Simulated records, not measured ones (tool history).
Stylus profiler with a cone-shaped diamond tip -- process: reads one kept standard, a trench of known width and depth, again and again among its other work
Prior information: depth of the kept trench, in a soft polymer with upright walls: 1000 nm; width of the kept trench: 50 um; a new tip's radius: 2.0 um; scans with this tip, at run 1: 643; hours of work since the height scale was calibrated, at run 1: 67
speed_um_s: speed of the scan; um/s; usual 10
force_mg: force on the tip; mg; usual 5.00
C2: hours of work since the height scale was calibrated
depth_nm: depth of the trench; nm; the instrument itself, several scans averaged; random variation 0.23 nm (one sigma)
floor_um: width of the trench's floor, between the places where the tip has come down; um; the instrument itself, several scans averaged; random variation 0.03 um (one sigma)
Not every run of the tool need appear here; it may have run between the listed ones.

{"run": 1, "hour": 0.0, "speed_um_s": 10, "force_mg": 5.0, "scans with this tip": 643, "C2": 67, "depth_nm": 1019.19, "floor_um": 46.28}
{"run": 2, "hour": 31.9, "speed_um_s": 10, "force_mg": 5.62, "scans with this tip": 775, "C2": 81, "depth_nm": 1021.38, "floor_um": 46.29}
{"run": 3, "hour": 78.6, "speed_um_s": 10, "force_mg": 5.0, "scans with this tip": 969, "C2": 102, "depth_nm": 1019.29, "floor_um": 46.23}
{"run": 4, "hour": 112.2, "speed_um_s": 10, "force_mg": 5.0, "scans with this tip": 1108, "C2": 116, "depth_nm": 1019.19, "floor_um": 46.19}
{"run": 5, "hour": 173.0, "speed_um_s": 10, "force_mg": 5.0, "scans with this tip": 1361, "C2": 143, "depth_nm": 1019.74, "floor_um": 46.15}
{"run": 6, "hour": 226.4, "speed_um_s": 10, "force_mg": 5.0, "scans with this tip": 1583, "C2": 166, "depth_nm": 1020.19, "floor_um": 46.03}
{"run": 7, "hour": 285.6, "speed_um_s": 3, "force_mg": 5.0, "scans with this tip": 1829, "C2": 192, "depth_nm": 1019.91, "floor_um": 46.0}
{"run": 8, "hour": 349.6, "speed_um_s": 3, "force_mg": 5.0, "scans with this tip": 2094, "C2": 219, "depth_nm": 1020.27, "floor_um": 45.88}
{"run": 9, "hour": 398.5, "speed_um_s": 10, "force_mg": 5.0, "scans with this tip": 2297, "C2": 241, "depth_nm": 1020.35, "floor_um": 45.87}
{"run": 10, "hour": 446.1, "speed_um_s": 10, "force_mg": 5.0, "scans with this tip": 2495, "C2": 261, "depth_nm": 1020.34, "floor_um": 45.78}
{"run": 11, "hour": 486.8, "speed_um_s": 10, "force_mg": 5.0, "scans with this tip": 2664, "C2": 279, "depth_nm": 1020.08, "floor_um": 45.74}
{"run": 12, "hour": 527.1, "speed_um_s": 10, "force_mg": 5.0, "scans with this tip": 2831, "C2": 297, "depth_nm": 1020.46, "floor_um": 45.68}
{"run": 13, "hour": 582.5, "speed_um_s": 10, "force_mg": 5.0, "scans with this tip": 3062, "C2": 321, "depth_nm": 1020.38, "floor_um": 45.63}
{"run": 14, "hour": 612.0, "speed_um_s": 10, "force_mg": 5.0, "scans with this tip": 3184, "C2": 334, "depth_nm": 1020.77, "floor_um": 45.6}
{"run": 15, "hour": 653.7, "speed_um_s": 10, "force_mg": 13.74, "scans with this tip": 3357, "C2": 352, "depth_nm": 1039.22, "floor_um": 45.58}
{"run": 16, "hour": 688.4, "speed_um_s": 10, "force_mg": 13.74, "scans with this tip": 3501, "C2": 367, "depth_nm": 1039.21, "floor_um": 45.51}
{"run": 17, "hour": 725.1, "speed_um_s": 10, "force_mg": 13.74, "scans with this tip": 3653, "C2": 383, "depth_nm": 1039.54, "floor_um": 45.5}
{"run": 18, "hour": 769.1, "speed_um_s": 10, "force_mg": 13.74, "scans with this tip": 3836, "C2": 402, "depth_nm": 1039.38, "floor_um": 45.44}
{"run": 19, "hour": 835.0, "speed_um_s": 10, "force_mg": 5.0, "scans with this tip": 4110, "C2": 431, "depth_nm": 1021.09, "floor_um": 45.41}
{"run": 20, "hour": 885.9, "speed_um_s": 10, "force_mg": 5.0, "scans with this tip": 4321, "C2": 453, "depth_nm": 1021.43, "floor_um": 45.34}
{"run": 21, "hour": 926.4, "speed_um_s": 10, "force_mg": 2.26, "scans with this tip": 4489, "C2": 470, "depth_nm": 1013.19, "floor_um": 45.3}
{"run": 22, "hour": 959.3, "speed_um_s": 10, "force_mg": 2.26, "scans with this tip": 4626, "C2": 485, "depth_nm": 1013.36, "floor_um": 45.23}
{"run": 23, "hour": 1011.2, "speed_um_s": 10, "force_mg": 2.26, "scans with this tip": 4842, "C2": 507, "depth_nm": 1013.44, "floor_um": 45.18}
{"run": 24, "hour": 1046.8, "speed_um_s": 2, "force_mg": 2.7, "scans with this tip": 4989, "C2": 523, "depth_nm": 1015.13, "floor_um": 45.18}
{"run": 25, "hour": 1106.7, "speed_um_s": 2, "force_mg": 2.7, "scans with this tip": 5238, "C2": 549, "depth_nm": 1014.97, "floor_um": 45.14}
{"run": 26, "hour": 1151.3, "speed_um_s": 2, "force_mg": 10.38, "scans with this tip": 5423, "C2": 568, "depth_nm": 1033.55, "floor_um": 45.09}
{"run": 27, "hour": 1197.0, "speed_um_s": 24, "force_mg": 6.82, "scans with this tip": 5613, "C2": 588, "depth_nm": 1025.7, "floor_um": 45.02}
{"run": 28, "hour": 1253.8, "speed_um_s": 5, "force_mg": 2.53, "scans with this tip": 5849, "C2": 613, "depth_nm": 1014.63, "floor_um": 45.0}
{"run": 29, "hour": 1283.2, "speed_um_s": 6, "force_mg": 4.18, "scans with this tip": 5971, "C2": 626, "depth_nm": 1019.94, "floor_um": 44.98}
{"run": 30, "hour": 1335.1, "speed_um_s": 3, "force_mg": 2.6, "scans with this tip": 6186, "C2": 648, "depth_nm": 1015.04, "floor_um": 44.93}
{"run": 31, "hour": 1371.4, "speed_um_s": 3, "force_mg": 2.6, "scans with this tip": 6337, "C2": 664, "depth_nm": 1015.54, "floor_um": 44.85}
{"run": 32, "hour": 1417.2, "speed_um_s": 2, "force_mg": 10.25, "scans with this tip": 6527, "C2": 684, "depth_nm": 1033.91, "floor_um": 44.84}
{"run": 33, "hour": 1454.8, "speed_um_s": 6, "force_mg": 3.45, "scans with this tip": 6683, "C2": 700, "depth_nm": 1017.86, "floor_um": 44.82}
{"run": 34, "hour": 1504.7, "speed_um_s": 11, "force_mg": 1.75, "scans with this tip": 6891, "C2": 722, "depth_nm": 1012.66, "floor_um": 44.77}

Run 35, settings as shown, results not yet in. Your forecast:
{"run": 35, "hour": 1548.9, "speed_um_s": 38, "force_mg": 2.82, "scans with this tip": 7074, "C2": 741, "depth_nm": "?", "floor_um": "?"}

Run 35 came out at depth_nm 1016.38 nm, floor_um 44.72 um.
Had the tool carried no hidden state, the very same run would have given depth_nm 1013.02 nm, floor_um 46.52 um.

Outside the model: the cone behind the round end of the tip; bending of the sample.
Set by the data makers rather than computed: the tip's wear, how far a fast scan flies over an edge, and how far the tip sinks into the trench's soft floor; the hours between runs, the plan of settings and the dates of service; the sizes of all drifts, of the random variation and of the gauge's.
